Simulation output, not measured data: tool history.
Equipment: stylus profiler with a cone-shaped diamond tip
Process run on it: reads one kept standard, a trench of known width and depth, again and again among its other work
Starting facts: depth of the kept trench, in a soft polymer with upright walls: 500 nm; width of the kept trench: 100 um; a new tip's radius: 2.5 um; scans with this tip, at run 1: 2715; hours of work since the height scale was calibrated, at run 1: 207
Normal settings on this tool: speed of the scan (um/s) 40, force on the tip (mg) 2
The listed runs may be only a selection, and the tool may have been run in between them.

run,hour,speed of the scan (um/s),force on the tip (mg),scans with this tip,hours of work since the height scale was calibrated,depth of the trench (nm),width of the trench's floor (nm)
1,0,40,2,2715,207,502.82,96610
2,90.5,40,3.12,3510,267,503.89,96600
3,191.1,18,3.12,4393,335,504.11,96530
4,243.5,18,3.12,4853,370,504.08,96540
5,301.5,18,3.12,5362,408,503.72,96560
6,388.9,40,2.86,6130,467,503.22,96400
7,454.6,40,2.19,6707,511,502.84,96350
8,522.2,100,2,7301,556,502.42,95950
9,635.8,100,2,8298,632,502.25,95910
10,730.4,100,2,9129,695,502.19,95830
11,787.3,100,2,9629,733,502.36,95770
12,837,40,2,10065,766,502.25,96130
# hour 848.2: height scale calibrated on a step standard
13,891.7,40,2,10542,29,501.41,95980
14,993.7,40,2,11437,97,501.8,95980
15,1047.3,40,1.37,11908,133,501.06,95940
16,1142.6,40,2,12745,197,501.65,95900
17,1202.3,40,2,13269,237,501.67,95880
18,1321.3,11,2,14314,316,501.12,95980
19,1439.7,11,2,15354,396,501.57,95940
# hour 1486.4: height scale calibrated on a step standard, once more
20,1519.3,11,2,16048,22,503.14,95900
21,1594.1,25,5.43,16705,72,506.1,95780
22,1666.3,25,5.43,17340,120,505.88,95740
23,1739.7,48,0.83,17984,169,501.37,95440
24,1850.5,55,1.27,18957,243,502.09,95430
25,1902.7,40,1.77,19415,278,502.47,95580
26,1962.5,19,1.55,19941,318,502.1,95610
27,2084,106,2,21007,400,502.6,95120
28,2152.9,18,1.43,21613,446,501.78,95530
29,2205.2,18,1.43,22071,481,501.68,95540
30,2297.5,60,0.69,22882,542,500.59,95060
31,2402.5,60,0.69,23805,613,500.57,95020
32,2511,44,2.38,24757,685,502.62,95310
33,2625.4,83,1.47,25762,762,501.59,94940
34,2711.3,48,3.26,26516,819,503.18,95140
35,2805.6,48,3.26,27344,882,503.15,95160
36,2912.6,72,2.14,28284,954,501.62,94940
37,2974.5,86,5.39,28828,995,505.04,94990

For each run, the measured value with the value that run would have given without the tool's hidden condition subtracted. The run-to-run variation is shared by both, the gauge scatter possibly not:
Hidden state present: radius of the tip, um; height scale over the true one, %; drift of the gauge itself on depth_nm, %; drift of the gauge itself on floor_um, %.
run,depth of the trench (nm),width of the trench's floor (nm)
1,-0.18,-230
2,-0.26,-280
3,-0.36,-340
4,-0.41,-380
5,-0.47,-420
6,-0.54,-470
7,-0.62,-510
8,-0.68,-540
9,-0.79,-610
10,-0.87,-650
11,-0.94,-690
12,-0.98,-710
13,-1.44,-740
14,-1.53,-800
15,-1.58,-820
16,-1.67,-880
17,-1.74,-900
18,-1.85,-960
19,-1.96,-1030
20,-0.16,-1070
21,-0.24,-1100
22,-0.3,-1140
23,-0.38,-1170
24,-0.48,-1230
25,-0.53,-1260
26,-0.59,-1280
27,-0.7,-1340
28,-0.76,-1360
29,-0.8,-1390
30,-0.89,-1440
31,-0.98,-1480
32,-1.1,-1530
33,-1.2,-1580
34,-1.29,-1620
35,-1.38,-1650
36,-1.48,-1700
37,-1.55,-1720
